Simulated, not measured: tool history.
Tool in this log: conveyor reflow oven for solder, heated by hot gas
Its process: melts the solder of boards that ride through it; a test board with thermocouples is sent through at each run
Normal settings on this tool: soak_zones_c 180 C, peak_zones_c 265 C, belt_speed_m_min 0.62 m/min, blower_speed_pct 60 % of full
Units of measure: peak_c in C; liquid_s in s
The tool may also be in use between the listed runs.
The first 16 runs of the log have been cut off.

run 17 hour=310.7 | soak_zones_c=186 peak_zones_c=265 belt_speed_m_min=0.62 blower_speed_pct=77 | peak_c=252 liquid_s=63.6
run 18 hour=323.4 | soak_zones_c=186 peak_zones_c=265 belt_speed_m_min=0.62 blower_speed_pct=77 | peak_c=252.3 liquid_s=63.2
run 19 hour=342.9 | soak_zones_c=186 peak_zones_c=265 belt_speed_m_min=0.62 blower_speed_pct=77 | peak_c=252.3 liquid_s=62.8
run 20 hour=358.3 | soak_zones_c=187 peak_zones_c=265 belt_speed_m_min=0.62 blower_speed_pct=77 | peak_c=252.3 liquid_s=63.8
run 21 hour=385.7 | soak_zones_c=180 peak_zones_c=265 belt_speed_m_min=0.631 blower_speed_pct=60 | peak_c=245.5 liquid_s=52.1
run 22 hour=397.6 | soak_zones_c=180 peak_zones_c=265 belt_speed_m_min=0.631 blower_speed_pct=60 | peak_c=245.9 liquid_s=52.1
-- hour=418.8 flux residue cleaned out of gas plates and filters
run 23 hour=420.6 | soak_zones_c=180 peak_zones_c=258 belt_speed_m_min=0.62 blower_speed_pct=62 | peak_c=242.2 liquid_s=51.6
run 24 hour=439.1 | soak_zones_c=180 peak_zones_c=265 belt_speed_m_min=0.687 blower_speed_pct=60 | peak_c=244 liquid_s=46
run 25 hour=462.7 | soak_zones_c=180 peak_zones_c=265 belt_speed_m_min=0.687 blower_speed_pct=60 | peak_c=243.8 liquid_s=46.4
run 26 hour=479.2 | soak_zones_c=180 peak_zones_c=269 belt_speed_m_min=0.714 blower_speed_pct=81 | peak_c=252.9 liquid_s=52.1
run 27 hour=506.6 | soak_zones_c=180 peak_zones_c=269 belt_speed_m_min=0.714 blower_speed_pct=81 | peak_c=252.3 liquid_s=52.2
run 28 hour=531.5 | soak_zones_c=181 peak_zones_c=275 belt_speed_m_min=0.52 blower_speed_pct=76 | peak_c=266.3 liquid_s=83.5
run 29 hour=550.6 | soak_zones_c=185 peak_zones_c=275 belt_speed_m_min=0.562 blower_speed_pct=79 | peak_c=264.6 liquid_s=78.5
run 30 hour=575.3 | soak_zones_c=177 peak_zones_c=265 belt_speed_m_min=0.62 blower_speed_pct=60 | peak_c=247.1 liquid_s=54.5
run 31 hour=591.5 | soak_zones_c=177 peak_zones_c=265 belt_speed_m_min=0.62 blower_speed_pct=60 | peak_c=246.3 liquid_s=53.6

Forecast each of these 3 alternatives for the next run:
run A hour=608 | soak_zones_c=177 peak_zones_c=258 belt_speed_m_min=0.62 blower_speed_pct=68 | peak_c=? liquid_s=?
run B hour=608 | soak_zones_c=184 peak_zones_c=265 belt_speed_m_min=0.62 blower_speed_pct=60 | peak_c=? liquid_s=?
run C hour=608 | soak_zones_c=180 peak_zones_c=266 belt_speed_m_min=0.62 blower_speed_pct=53 | peak_c=? liquid_s=?

run=A peak_c=243.3 liquid_s=51.9
run=B peak_c=248 liquid_s=58.2
run=C peak_c=245 liquid_s=53.4
Had the tool no hidden state, the same runs would have come out as:
run=A peak_c=242.2 liquid_s=50.2
run=B peak_c=246.8 liquid_s=56.5
run=C peak_c=243.8 liquid_s=51.5
